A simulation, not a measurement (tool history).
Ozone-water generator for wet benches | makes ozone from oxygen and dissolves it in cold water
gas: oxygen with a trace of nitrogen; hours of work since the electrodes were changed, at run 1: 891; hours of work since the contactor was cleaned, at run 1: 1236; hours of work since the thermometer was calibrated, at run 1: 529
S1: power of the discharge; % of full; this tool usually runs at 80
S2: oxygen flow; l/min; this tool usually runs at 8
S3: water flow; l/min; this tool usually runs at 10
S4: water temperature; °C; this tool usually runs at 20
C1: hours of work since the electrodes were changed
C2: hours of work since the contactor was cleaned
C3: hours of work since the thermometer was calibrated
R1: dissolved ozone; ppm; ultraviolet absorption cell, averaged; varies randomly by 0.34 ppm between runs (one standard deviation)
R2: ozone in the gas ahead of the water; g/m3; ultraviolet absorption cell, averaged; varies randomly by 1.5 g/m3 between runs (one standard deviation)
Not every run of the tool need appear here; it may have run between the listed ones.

run    hour  S1     S2  S3  S4    C1    C2    C3    R1     R2
  1       0  80      8  10  20   891  1236   529  51.5  280.1
  2    51.7  80      8  10  20   941  1286   580  52.2  281.7
  3    95.5  80      8  10  20   984  1329   623  52.3  278.3
  4   151.3  80      8  10  20  1038  1384   677  52.2  281.1
  5   190.8  80      8  10  20  1077  1422   716  52.2  279.9
  6   245.3  80      8  10  20  1130  1476   769  51.8  279.8
  7   282.6  80   7.76  10  20  1167  1512   806  52.5    286
  8   310.7  80      8  10  20  1194  1539   833  51.4    277
  9   353.8  80      8  10  20  1236  1582   875  51.3  280.6
 10     388  80      8  10  20  1270  1615   909  51.7  279.8
 11     418  80      8  10  20  1299  1644   938  51.8    279
 12   443.4  80      8  10  25  1324  1669   963    46  280.7
 13   492.1  80   4.38  10  20  1372  1717  1010  59.8  392.8
 14   541.4  80   4.38  10  20  1420  1765  1059  58.9  392.6
 15   581.5  80   4.38  10  20  1459  1804  1098  59.4  393.3
 16   606.9  91      8  10  20  1484  1829  1123  56.6  307.8
 17     641  80      8  10  13  1517  1862  1156  59.9  276.1
 18     668  80      8  10  13  1544  1889  1182  59.3  280.3
 19   723.1  80      8  10  17  1597  1943  1236  54.6  277.3
        732  -- contactor cleaned
 20   761.1  80  12.86  10  15  1631    28  1269  49.2  211.3
 21   793.8  49   7.59  10  19  1663    60  1301  35.4  191.8
 22   837.1  49   7.59  10  19  1705   103  1344  35.6  191.7
 23   893.8  65   7.59  12  26  1760   158  1399  34.2  242.8
 24   938.2  80      8  10  12  1804   202  1443    60  279.4
 25   992.4  80      8  10  20  1857   255  1496  50.4  275.9
 26  1024.3  59   6.27  10  19  1888   286  1527  42.9  250.2
     1038.7  -- contactor cleaned, once more
 27  1086.4  80  10.42  10  21  1945    47  1584  45.8  239.4
 28  1143.2  80   5.33  10  25  2000   102  1639  51.2  347.4
 29  1169.9  80   5.33  10  25  2026   128  1665  51.4  343.1
 30  1197.4  50  10.43  10  20  2053   155  1692  32.5  162.9
 31  1239.5  80      8   6  24  2094   196  1733  55.8    274
 32  1286.1  80      8   6  12  2140   242  1779  76.3  274.4
 33  1325.7  80      8   6  12  2179   281  1817  75.1  270.9
 34  1358.8  80      8   7  20  2211   313  1850  58.7  272.1

Branching from run 34: 3 alternative next runs. What would each branch give?
  A  1418.9  80   4.29   7  27  2270  372  1909   ?   ?
  B  1418.9  94  11.59   7  18  2270  372  1909   ?   ?
  C  1418.9  57   7.07   7  16  2270  372  1909   ?   ?

run    R1     R2
  A  61.4    393
  B    60  248.5
  C  51.1  223.5
What these runs would have given with no unlogged condition in the tool:
run    R1     R2
  A  65.1  414.9
  B    64    264
  C  53.5  232.8
